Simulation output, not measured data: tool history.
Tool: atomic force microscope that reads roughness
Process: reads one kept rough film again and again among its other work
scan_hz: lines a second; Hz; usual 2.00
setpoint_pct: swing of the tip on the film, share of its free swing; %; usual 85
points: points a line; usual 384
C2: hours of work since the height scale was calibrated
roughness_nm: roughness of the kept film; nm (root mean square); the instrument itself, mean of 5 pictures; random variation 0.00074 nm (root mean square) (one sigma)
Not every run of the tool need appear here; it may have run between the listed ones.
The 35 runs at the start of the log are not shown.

Run 36, hour 334.5: usual settings but scan_hz 0.79 Hz, setpoint_pct 56 %, points 972; pictures with this tip 192; C2 517. Result: roughness_nm 0.6679 nm (root mean square).
Run 37, hour 345.7: usual settings but scan_hz 0.79 Hz, setpoint_pct 84 %, points 334; pictures with this tip 212; C2 526. Result: roughness_nm 0.6204 nm (root mean square).
Run 38, hour 352.3: usual settings but setpoint_pct 58 %; pictures with this tip 224; C2 531. Result: roughness_nm 0.6457 nm (root mean square).
At hour 360.0: new tip fitted.
Run 39, hour 360.0: usual settings but setpoint_pct 73 %; pictures with this tip 0; C2 537. Result: roughness_nm 0.6028 nm (root mean square).
Run 40, hour 367.9: usual settings but setpoint_pct 62 %, points 483; pictures with this tip 14; C2 543. Result: roughness_nm 0.6392 nm (root mean square).
Run 41, hour 376.0: usual settings but scan_hz 3.77 Hz, setpoint_pct 82 %, points 477; pictures with this tip 29; C2 549. Result: roughness_nm 0.4873 nm (root mean square).
Run 42, hour 383.5: usual settings but scan_hz 3.77 Hz, setpoint_pct 82 %, points 477; pictures with this tip 43; C2 555. Result: roughness_nm 0.4886 nm (root mean square).
Run 43, hour 396.3: usual settings but scan_hz 2.27 Hz, points 517; pictures with this tip 66; C2 565. Result: roughness_nm 0.5352 nm (root mean square).

Below are 4 alternative next runs, each starting from the tool's condition after run 43. Predict each:
Run A, hour 408.3: usual settings but scan_hz 0.60 Hz, points 334; pictures with this tip 88; C2 574. Result: roughness_nm ?.
Run B, hour 408.3: usual settings but scan_hz 3.84 Hz, setpoint_pct 76 %, points 547; pictures with this tip 88; C2 574. Result: roughness_nm ?.
Run C, hour 408.3: usual settings but scan_hz 0.98 Hz, points 517; pictures with this tip 88; C2 574. Result: roughness_nm ?.
Run D, hour 408.3: usual settings but scan_hz 2.27 Hz, setpoint_pct 82 %, points 490; pictures with this tip 88; C2 574. Result: roughness_nm ?.

run  roughness_nm
  A        0.6360
  B        0.5252
  C        0.6085
  D        0.5495
The same runs, with their run-to-run variation unchanged, on a tool lacking any hidden condition would have given:
run  roughness_nm
  A        0.6316
  B        0.5216
  C        0.6042
  D        0.5456
